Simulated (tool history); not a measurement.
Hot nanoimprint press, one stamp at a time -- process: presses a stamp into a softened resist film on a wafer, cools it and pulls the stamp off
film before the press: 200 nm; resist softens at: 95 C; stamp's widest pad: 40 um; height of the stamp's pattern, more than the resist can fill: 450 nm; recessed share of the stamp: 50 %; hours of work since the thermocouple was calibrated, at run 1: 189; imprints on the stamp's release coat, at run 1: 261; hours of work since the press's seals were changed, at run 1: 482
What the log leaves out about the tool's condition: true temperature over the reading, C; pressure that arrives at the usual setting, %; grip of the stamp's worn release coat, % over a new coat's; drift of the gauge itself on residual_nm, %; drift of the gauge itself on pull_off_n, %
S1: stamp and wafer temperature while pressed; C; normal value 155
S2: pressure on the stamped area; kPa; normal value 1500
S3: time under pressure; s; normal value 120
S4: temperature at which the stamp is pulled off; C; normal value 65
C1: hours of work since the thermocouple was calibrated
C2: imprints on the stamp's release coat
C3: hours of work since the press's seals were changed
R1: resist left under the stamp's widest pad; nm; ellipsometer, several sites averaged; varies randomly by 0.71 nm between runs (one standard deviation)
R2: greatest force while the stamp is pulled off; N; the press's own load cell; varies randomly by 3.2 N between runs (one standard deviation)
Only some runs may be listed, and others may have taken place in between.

run 1 hour=0 | S1=155 S2=1500 S3=120 S4=65 | C1=189 C2=261 C3=482 | R1=83.2 R2=156
run 2 hour=31.8 | S1=155 S2=1500 S3=120 S4=65 | C1=214 C2=354 C3=507 | R1=81.3 R2=149
run 3 hour=71.5 | S1=155 S2=1500 S3=119 S4=65 | C1=244 C2=470 C3=537 | R1=81.4 R2=149
run 4 hour=126.1 | S1=155 S2=1500 S3=120 S4=65 | C1=286 C2=630 C3=579 | R1=80.3 R2=153
run 5 hour=180.3 | S1=155 S2=1500 S3=87 S4=65 | C1=327 C2=788 C3=621 | R1=88.8 R2=152
run 6 hour=231.9 | S1=155 S2=1500 S3=87 S4=65 | C1=367 C2=939 C3=660 | R1=88.9 R2=164
run 7 hour=265.3 | S1=155 S2=1500 S3=120 S4=51 | C1=393 C2=1037 C3=686 | R1=77.5 R2=237

Run 8 has not been measured yet. What should we expect?
run 8 hour=318.2 | S1=148 S2=1500 S3=120 S4=65 | C1=433 C2=1192 C3=726 | R1=? R2=?

{"run 8": {"R1": 105.7, "R2": 162}}
Take away the tool's hidden state, keep the run-to-run variation as it was, and the same run would have given R1 112.9 nm, R2 148 N.

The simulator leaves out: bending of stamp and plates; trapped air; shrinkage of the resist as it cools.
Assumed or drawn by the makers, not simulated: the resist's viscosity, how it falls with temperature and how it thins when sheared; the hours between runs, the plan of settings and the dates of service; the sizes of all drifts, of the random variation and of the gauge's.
